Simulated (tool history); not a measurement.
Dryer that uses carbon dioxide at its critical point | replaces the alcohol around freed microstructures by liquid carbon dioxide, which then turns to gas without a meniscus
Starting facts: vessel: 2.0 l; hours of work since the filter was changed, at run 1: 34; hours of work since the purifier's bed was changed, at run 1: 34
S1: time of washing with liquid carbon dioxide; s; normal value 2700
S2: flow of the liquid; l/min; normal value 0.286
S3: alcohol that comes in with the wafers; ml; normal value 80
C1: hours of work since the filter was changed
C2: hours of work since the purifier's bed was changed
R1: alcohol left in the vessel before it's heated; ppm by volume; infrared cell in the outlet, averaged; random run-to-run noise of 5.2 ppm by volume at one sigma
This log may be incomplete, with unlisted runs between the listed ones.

run 1 day=0.000 | S1=2700 S2=0.286 S3=80 | C1=34 C2=34 | R1=129
run 2 day=1.271 | S1=2700 S2=0.286 S3=80 | C1=56 C2=56 | R1=140
run 3 day=3.267 | S1=2700 S2=0.286 S3=80 | C1=90 C2=90 | R1=155
run 4 day=5.750 | S1=2700 S2=0.286 S3=80 | C1=133 C2=133 | R1=177
run 5 day=7.683 | S1=2700 S2=0.286 S3=80 | C1=167 C2=167 | R1=208
run 6 day=9.400 | S1=2700 S2=0.286 S3=80 | C1=196 C2=196 | R1=228
run 7 day=10.779 | S1=2700 S2=0.286 S3=80 | C1=220 C2=220 | R1=237
run 8 day=13.079 | S1=2280 S2=0.286 S3=80 | C1=260 C2=260 | R1=487
run 9 day=14.875 | S1=2280 S2=0.286 S3=69 | C1=291 C2=291 | R1=461
run 10 day=17.283 | S1=2700 S2=0.286 S3=43 | C1=332 C2=332 | R1=229
-- day=17.688 inlet filter changed
run 11 day=19.512 | S1=2700 S2=0.286 S3=43 | C1=31 C2=370 | R1=193
run 12 day=20.883 | S1=2700 S2=0.263 S3=30 | C1=55 C2=394 | R1=215
run 13 day=22.742 | S1=2700 S2=0.263 S3=30 | C1=87 C2=426 | R1=237
run 14 day=24.304 | S1=1740 S2=0.181 S3=27 | C1=114 C2=453 | R1=1368
run 15 day=26.317 | S1=2700 S2=0.286 S3=22 | C1=149 C2=488 | R1=226
run 16 day=28.379 | S1=3240 S2=0.363 S3=41 | C1=185 C2=523 | R1=217
run 17 day=30.862 | S1=2700 S2=0.286 S3=29 | C1=228 C2=566 | R1=293

Run 18 is up next; what results do you expect?
run 18 day=32.888 | S1=2760 S2=0.378 S3=80 | C1=263 C2=601 | R1=?

{"run 18": {"R1": 268}}
With no hidden state in the tool, this same run would have given R1 18 ppm by volume.
